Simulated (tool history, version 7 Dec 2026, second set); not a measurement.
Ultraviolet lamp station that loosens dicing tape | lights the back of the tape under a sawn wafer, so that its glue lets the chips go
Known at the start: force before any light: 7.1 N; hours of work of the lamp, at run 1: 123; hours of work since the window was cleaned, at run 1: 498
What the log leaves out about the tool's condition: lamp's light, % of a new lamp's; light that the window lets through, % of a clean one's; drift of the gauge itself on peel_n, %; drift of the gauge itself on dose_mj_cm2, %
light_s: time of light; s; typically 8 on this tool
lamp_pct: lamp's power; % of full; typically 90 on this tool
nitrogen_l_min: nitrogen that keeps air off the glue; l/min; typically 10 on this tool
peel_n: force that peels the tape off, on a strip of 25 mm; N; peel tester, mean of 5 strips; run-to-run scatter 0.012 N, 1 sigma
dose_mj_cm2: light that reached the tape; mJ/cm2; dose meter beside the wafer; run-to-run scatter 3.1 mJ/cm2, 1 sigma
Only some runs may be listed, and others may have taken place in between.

| run | hour | light_s | lamp_pct | nitrogen_l_min | hours of work of the lamp | hours of work since the window was cleaned | peel_n | dose_mj_cm2 |
|---|---|---|---|---|---|---|---|---|
| 1 | 0 | 8 | 90 | 10 | 123 | 498 | 0.74 | 389 |
| 2 | 19.4 | 8 | 90 | 10 | 133 | 508 | 0.78 | 388 |
| 3 | 33.4 | 8 | 90 | 10 | 141 | 515 | 0.762 | 386 |
| 4 | 46.5 | 8 | 90 | 10 | 147 | 522 | 0.766 | 385 |
| 5 | 58.4 | 8 | 90 | 10 | 154 | 529 | 0.741 | 384 |
| 6 | 70.2 | 8 | 90 | 16 | 160 | 535 | 0.583 | 381 |
| 7 | 79.1 | 8 | 90 | 10 | 165 | 540 | 0.798 | 380 |
| 8 | 93.4 | 8 | 90 | 10 | 172 | 547 | 0.836 | 384 |
| 9 | 109.4 | 8 | 90 | 10 | 181 | 556 | 0.774 | 381 |
| 10 | 118.9 | 8 | 90 | 10 | 186 | 561 | 0.828 | 375 |
| 11 | 129.2 | 8 | 90 | 10 | 191 | 566 | 0.811 | 379 |
| 12 | 144.5 | 8 | 90 | 10 | 199 | 574 | 0.785 | 372 |
| 13 | 162.4 | 8 | 90 | 10 | 209 | 584 | 0.807 | 377 |
| 14 | 171.7 | 8 | 90 | 10 | 214 | 588 | 0.825 | 373 |
| 15 | 188.6 | 8 | 82 | 10 | 222 | 597 | 0.926 | 336 |
| 16 | 199.5 | 8 | 82 | 10 | 228 | 603 | 0.945 | 342 |
|  | 208.1 | window cleaned of glue's vapour |
| 17 | 220.5 | 7 | 90 | 10 | 239 | 7 | 1.122 | 312 |
| 18 | 234 | 11 | 73 | 4 | 246 | 14 | 1.31 | 397 |
| 19 | 249.9 | 8 | 73 | 6 | 255 | 22 | 1.678 | 285 |
| 20 | 269.9 | 5 | 81 | 10 | 265 | 33 | 2.161 | 193 |
|  | 280 | window cleaned of glue's vapour, once more |
| 21 | 292.2 | 4 | 98 | 10 | 277 | 6 | 1.667 | 239 |
| 22 | 301.9 | 9 | 85 | 10 | 282 | 12 | 0.515 | 469 |
| 23 | 317.3 | 9 | 85 | 10 | 290 | 20 | 0.537 | 470 |
| 24 | 328.8 | 9 | 87 | 10 | 296 | 26 | 0.496 | 479 |
| 25 | 349.6 | 9 | 87 | 10 | 307 | 37 | 0.511 | 476 |
| 26 | 362.5 | 9 | 98 | 10 | 314 | 44 | 0.412 | 536 |
| 27 | 376.4 | 9 | 98 | 10 | 321 | 51 | 0.417 | 530 |
| 28 | 397.7 | 5 | 91 | 10 | 332 | 62 | 1.422 | 274 |
| 29 | 415.6 | 6 | 95 | 13 | 342 | 72 | 0.849 | 339 |
| 30 | 434.1 | 11 | 71 | 10 | 351 | 81 | 0.526 | 467 |
| 31 | 455.9 | 5 | 97 | 10 | 363 | 93 | 1.295 | 287 |
| 32 | 474.1 | 5 | 97 | 10 | 373 | 102 | 1.278 | 282 |
| 33 | 486.6 | 5 | 97 | 10 | 379 | 109 | 1.334 | 288 |

What if the next run were any one of these 3? Each begins from the tool's condition after run 33:
| A | 505.4 | 14 | 73 | 3 | 389 | 119 | ? | ? |
| B | 505.4 | 5 | 74 | 17 | 389 | 119 | ? | ? |
| C | 505.4 | 5 | 87 | 10 | 389 | 119 | ? | ? |

| run | peel_n | dose_mj_cm2 |
|---|---|---|
| A | 0.788 | 597 |
| B | 1.491 | 216 |
| C | 1.577 | 255 |
Stripped of hidden state, with their random variation kept, the same runs would have yielded:
| run | peel_n | dose_mj_cm2 |
|---|---|---|
| A | 0.661 | 655 |
| B | 1.301 | 237 |
| C | 1.377 | 279 |
